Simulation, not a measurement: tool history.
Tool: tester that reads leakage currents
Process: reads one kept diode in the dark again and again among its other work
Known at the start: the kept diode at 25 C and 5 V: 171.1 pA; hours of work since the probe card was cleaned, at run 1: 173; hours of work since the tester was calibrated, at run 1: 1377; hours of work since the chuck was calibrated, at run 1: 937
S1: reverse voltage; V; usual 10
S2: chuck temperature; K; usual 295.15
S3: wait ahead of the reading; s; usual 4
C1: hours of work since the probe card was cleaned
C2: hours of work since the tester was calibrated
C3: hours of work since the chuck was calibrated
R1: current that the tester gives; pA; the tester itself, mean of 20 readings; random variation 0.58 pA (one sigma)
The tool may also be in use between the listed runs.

run	hour	S1	S2	S3	C1	C2	C3	R1
1	0	10	295.15	4	173	1377	937	197.78
2	55.4	10	295.15	3.43	215	1420	979	197.75
3	99.9	10	295.15	3.43	249	1454	1013	197.51
4	193.5	10	295.15	4	321	1525	1085	198.86
5	288.7	10	295.15	4	394	1598	1158	199.59
6	365.5	10	295.15	4	452	1657	1216	200.27
# hour 403.2: chuck's temperature calibrated
7	466.4	10	295.15	4	528	1732	48	204.74
8	513.6	10	295.15	4	564	1768	84	206.43
9	572	10	295.15	4	609	1813	129	206.91
# hour 640.4: chuck's temperature calibrated, once more
10	649.4	10	313.15	4	667	1871	7	933.45
11	692.6	10	295.15	0.35	700	1904	40	193.75
12	780	10	295.15	0.35	766	1971	107	192.8
13	864.1	10	295.15	4	831	2035	171	195.42
14	935.4	10	295.15	4	885	2090	226	193.97
# hour 953.9: tester calibrated
15	1025.3	10	295.15	4	952	55	293	198
16	1093.3	10	295.15	0.33	1005	107	345	200.19
17	1198.2	10	295.15	0.33	1085	187	425	199.15
18	1266	10	295.15	0.33	1137	239	477	201.1
19	1316.5	10	295.15	0.81	1175	277	516	200.75
20	1375.2	4.4	295.15	0.71	1220	322	560	124.46
21	1468.8	1.4	323.15	9.06	1292	394	632	695.2
22	1564.2	2.3	332.15	2.02	1365	467	705	1837.25
23	1648.3	1.1	295.15	3.96	1429	531	769	55.86
24	1724.1	1.5	295.15	0.46	1487	589	827	67.2
25	1806.6	10	321.15	4	1550	652	890	1876.67
26	1866.5	10	321.15	4	1596	698	936	1869.35
27	1965	10	321.15	4	1671	773	1012	1890.12
28	2042	10	321.15	4	1730	832	1070	1877.8
29	2097.9	10	321.15	4	1773	875	1113	1869.54
30	2168.1	19.5	296.15	1.89	1827	929	1167	334.78
31	2224.3	1.3	294.15	4	1870	972	1210	57.08
# hour 2274.3: chuck's temperature calibrated
32	2292.3	1.3	294.15	4	1920	1022	14	54.07
33	2372.8	1.5	315.15	4	1982	1084	75	371.24
34	2453.6	1.5	318.15	0.87	2043	1146	137	473.56
35	2520.3	19.4	295.15	3.76	2094	1197	188	287.92
36	2594.7	19.4	295.15	3.76	2151	1253	245	289.34
37	2682.5	7.6	311.15	3.76	2219	1321	312	682.29
38	2749.2	6.1	301.15	2.86	2269	1372	363	254.87

Hidden state at the last listed run before each entry between runs and at the first one after, where it differs:
Between runs 6 and 7: chuck's temperature calibrated (hour 403.2)
  stray current of the dirty probe card, pA a volt: 0.09 -> 0.1; current scale over the true one, %: -1.67 -> -1.73; true chuck temperature over the reading, C: 0.48 -> 0.8
  measured less the result without the state, R1: +6.22 -> +12.07 pA
Between runs 9 and 10: chuck's temperature calibrated, once more (hour 640.4)
  stray current of the dirty probe card, pA a volt: 0.112 -> 0.12; current scale over the true one, %: -1.81 -> -1.87; true chuck temperature over the reading, C: 0.84 -> 0.07
  measured less the result without the state, R1: +12.83 -> -10.97 pA
Between runs 14 and 15: tester calibrated (hour 953.9)
  stray current of the dirty probe card, pA a volt: 0.153 -> 0.162; current scale over the true one, %: -2.07 -> -0.34; true chuck temperature over the reading, C: 0.18 -> 0.2
  measured less the result without the state, R1: +0.43 -> +4.48 pA
Between runs 31 and 32: chuck's temperature calibrated (hour 2274.3)
  stray current of the dirty probe card, pA a volt: 0.296 -> 0.304; current scale over the true one, %: -1.21 -> -1.26; true chuck temperature over the reading, C: 0.62 -> 0.02
  measured less the result without the state, R1: +2.89 -> -0.24 pA
